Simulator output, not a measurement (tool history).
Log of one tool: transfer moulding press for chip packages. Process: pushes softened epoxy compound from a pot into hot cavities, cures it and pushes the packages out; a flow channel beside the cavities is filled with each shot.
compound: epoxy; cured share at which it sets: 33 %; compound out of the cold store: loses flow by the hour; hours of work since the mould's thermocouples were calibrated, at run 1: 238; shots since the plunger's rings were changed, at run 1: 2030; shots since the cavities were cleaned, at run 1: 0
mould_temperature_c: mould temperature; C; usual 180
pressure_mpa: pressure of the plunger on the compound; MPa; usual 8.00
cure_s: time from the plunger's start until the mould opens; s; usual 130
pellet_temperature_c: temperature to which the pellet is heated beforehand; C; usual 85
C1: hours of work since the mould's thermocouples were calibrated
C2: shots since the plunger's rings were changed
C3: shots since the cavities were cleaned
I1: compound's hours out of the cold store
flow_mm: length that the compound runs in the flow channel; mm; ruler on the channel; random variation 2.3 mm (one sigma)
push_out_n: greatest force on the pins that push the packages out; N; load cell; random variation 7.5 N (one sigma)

run 1 hour=0.0 | mould_temperature_c=180 pressure_mpa=8.00 cure_s=130 pellet_temperature_c=85 | C1=238 C2=2030 C3=0 | I1=36.9 | flow_mm=764 push_out_n=324
run 2 hour=44.6 | mould_temperature_c=180 pressure_mpa=8.00 cure_s=130 pellet_temperature_c=85 | C1=257 C2=2305 C3=275 | I1=41.7 | flow_mm=740 push_out_n=433
-- hour=107.6 cavities cleaned with cleaning compound and waxed
run 3 hour=112.2 | mould_temperature_c=180 pressure_mpa=8.00 cure_s=130 pellet_temperature_c=78 | C1=284 C2=2714 C3=28 | I1=10.3 | flow_mm=832 push_out_n=321
-- hour=142.3 plunger's sealing rings changed
run 4 hour=189.8 | mould_temperature_c=180 pressure_mpa=7.23 cure_s=130 pellet_temperature_c=78 | C1=316 C2=294 C3=492 | I1=36.6 | flow_mm=741 push_out_n=509
-- hour=219.8 cavities cleaned with cleaning compound and waxed
run 5 hour=253.6 | mould_temperature_c=180 pressure_mpa=7.23 cure_s=169 pellet_temperature_c=78 | C1=342 C2=679 C3=208 | I1=47.3 | flow_mm=702 push_out_n=391
run 6 hour=312.2 | mould_temperature_c=180 pressure_mpa=8.00 cure_s=130 pellet_temperature_c=85 | C1=367 C2=1042 C3=571 | I1=12.5 | flow_mm=845 push_out_n=532
-- hour=328.5 cavities cleaned with cleaning compound and waxed
run 7 hour=408.0 | mould_temperature_c=180 pressure_mpa=8.00 cure_s=130 pellet_temperature_c=85 | C1=406 C2=1625 C3=492 | I1=31.0 | flow_mm=777 push_out_n=507
-- hour=437.2 cavities cleaned with cleaning compound and waxed
run 8 hour=450.1 | mould_temperature_c=180 pressure_mpa=8.00 cure_s=130 pellet_temperature_c=85 | C1=423 C2=1876 C3=80 | I1=11.6 | flow_mm=840 push_out_n=353
run 9 hour=534.7 | mould_temperature_c=180 pressure_mpa=6.04 cure_s=130 pellet_temperature_c=85 | C1=459 C2=2399 C3=603 | I1=27.5 | flow_mm=680 push_out_n=525
-- hour=546.4 cavities cleaned with cleaning compound and waxed
run 10 hour=590.8 | mould_temperature_c=180 pressure_mpa=6.04 cure_s=130 pellet_temperature_c=85 | C1=482 C2=2737 C3=275 | I1=10.0 | flow_mm=728 push_out_n=440
-- hour=616.0 plunger's sealing rings changed
run 11 hour=639.5 | mould_temperature_c=180 pressure_mpa=6.04 cure_s=130 pellet_temperature_c=85 | C1=501 C2=145 C3=560 | I1=29.2 | flow_mm=694 push_out_n=537
-- hour=657.2 cavities cleaned with cleaning compound and waxed
run 12 hour=679.8 | mould_temperature_c=180 pressure_mpa=8.00 cure_s=130 pellet_temperature_c=88 | C1=517 C2=385 C3=140 | I1=34.8 | flow_mm=782 push_out_n=375
run 13 hour=746.3 | mould_temperature_c=180 pressure_mpa=8.00 cure_s=130 pellet_temperature_c=88 | C1=545 C2=796 C3=551 | I1=29.2 | flow_mm=798 push_out_n=492
-- hour=766.1 cavities cleaned with cleaning compound and waxed
run 14 hour=807.0 | mould_temperature_c=176 pressure_mpa=8.00 cure_s=130 pellet_temperature_c=85 | C1=570 C2=1162 C3=252 | I1=18.8 | flow_mm=833 push_out_n=454
run 15 hour=855.8 | mould_temperature_c=180 pressure_mpa=8.00 cure_s=131 pellet_temperature_c=85 | C1=591 C2=1464 C3=554 | I1=16.9 | flow_mm=826 push_out_n=494
-- hour=877.5 cavities cleaned with cleaning compound and waxed
run 16 hour=910.0 | mould_temperature_c=180 pressure_mpa=8.00 cure_s=131 pellet_temperature_c=85 | C1=613 C2=1790 C3=201 | I1=8.9 | flow_mm=847 push_out_n=402
run 17 hour=956.3 | mould_temperature_c=180 pressure_mpa=8.00 cure_s=131 pellet_temperature_c=85 | C1=632 C2=2076 C3=487 | I1=13.5 | flow_mm=830 push_out_n=504
-- hour=985.1 cavities cleaned with cleaning compound and waxed
run 18 hour=1020.0 | mould_temperature_c=180 pressure_mpa=8.00 cure_s=131 pellet_temperature_c=85 | C1=658 C2=2461 C3=216 | I1=10.4 | flow_mm=835 push_out_n=419
run 19 hour=1069.9 | mould_temperature_c=180 pressure_mpa=8.00 cure_s=130 pellet_temperature_c=86 | C1=679 C2=2769 C3=524 | I1=22.6 | flow_mm=795 push_out_n=494
-- hour=1093.2 plunger's sealing rings changed
-- hour=1098.8 cavities cleaned with cleaning compound and waxed
run 20 hour=1149.9 | mould_temperature_c=180 pressure_mpa=8.00 cure_s=130 pellet_temperature_c=86 | C1=711 C2=341 C3=316 | I1=25.4 | flow_mm=805 push_out_n=457
run 21 hour=1201.8 | mould_temperature_c=180 pressure_mpa=8.00 cure_s=130 pellet_temperature_c=86 | C1=733 C2=662 C3=637 | I1=33.0 | flow_mm=782 push_out_n=513
-- hour=1211.9 cavities cleaned with cleaning compound and waxed
-- hour=1238.1 mould's thermocouples calibrated
run 22 hour=1289.3 | mould_temperature_c=177 pressure_mpa=7.43 cure_s=135 pellet_temperature_c=87 | C1=22 C2=1181 C3=466 | I1=28.2 | flow_mm=769 push_out_n=510
-- hour=1325.8 cavities cleaned with cleaning compound and waxed
run 23 hour=1333.4 | mould_temperature_c=177 pressure_mpa=7.43 cure_s=135 pellet_temperature_c=87 | C1=39 C2=1445 C3=47 | I1=17.9 | flow_mm=800 push_out_n=354
run 24 hour=1379.4 | mould_temperature_c=173 pressure_mpa=7.43 cure_s=135 pellet_temperature_c=87 | C1=59 C2=1729 C3=331 | I1=41.0 | flow_mm=733 push_out_n=500
-- hour=1437.1 cavities cleaned with cleaning compound and waxed
run 25 hour=1468.0 | mould_temperature_c=181 pressure_mpa=7.43 cure_s=134 pellet_temperature_c=87 | C1=95 C2=2268 C3=192 | I1=27.7 | flow_mm=752 push_out_n=392
run 26 hour=1536.6 | mould_temperature_c=186 pressure_mpa=6.34 cure_s=139 pellet_temperature_c=92 | C1=124 C2=2692 C3=616 | I1=13.3 | flow_mm=720 push_out_n=489
-- hour=1551.0 cavities cleaned with cleaning compound and waxed
-- hour=1571.8 plunger's sealing rings changed
run 27 hour=1620.7 | mould_temperature_c=180 pressure_mpa=9.79 cure_s=115 pellet_temperature_c=89 | C1=158 C2=302 C3=415 | I1=8.9 | flow_mm=950 push_out_n=526
-- hour=1662.4 cavities cleaned with cleaning compound and waxed
run 28 hour=1662.8 | mould_temperature_c=180 pressure_mpa=9.79 cure_s=115 pellet_temperature_c=89 | C1=175 C2=553 C3=3 | I1=11.4 | flow_mm=939 push_out_n=356

Forecast each of these 3 alternatives for the next run:
run A hour=1721.8 | mould_temperature_c=180 pressure_mpa=8.00 cure_s=165 pellet_temperature_c=85 | C1=199 C2=918 C3=368 | I1=17.4 | flow_mm=? push_out_n=?
run B hour=1721.8 | mould_temperature_c=180 pressure_mpa=8.00 cure_s=140 pellet_temperature_c=78 | C1=199 C2=918 C3=368 | I1=12.8 | flow_mm=? push_out_n=?
run C hour=1721.8 | mould_temperature_c=174 pressure_mpa=9.95 cure_s=115 pellet_temperature_c=81 | C1=199 C2=918 C3=368 | I1=9.1 | flow_mm=? push_out_n=?

run=A flow_mm=828 push_out_n=442
run=B flow_mm=843 push_out_n=459
run=C flow_mm=972 push_out_n=689
Without the tool's hidden state the same runs would have given:
run=A flow_mm=842 push_out_n=301
run=B flow_mm=858 push_out_n=314
run=C flow_mm=989 push_out_n=488
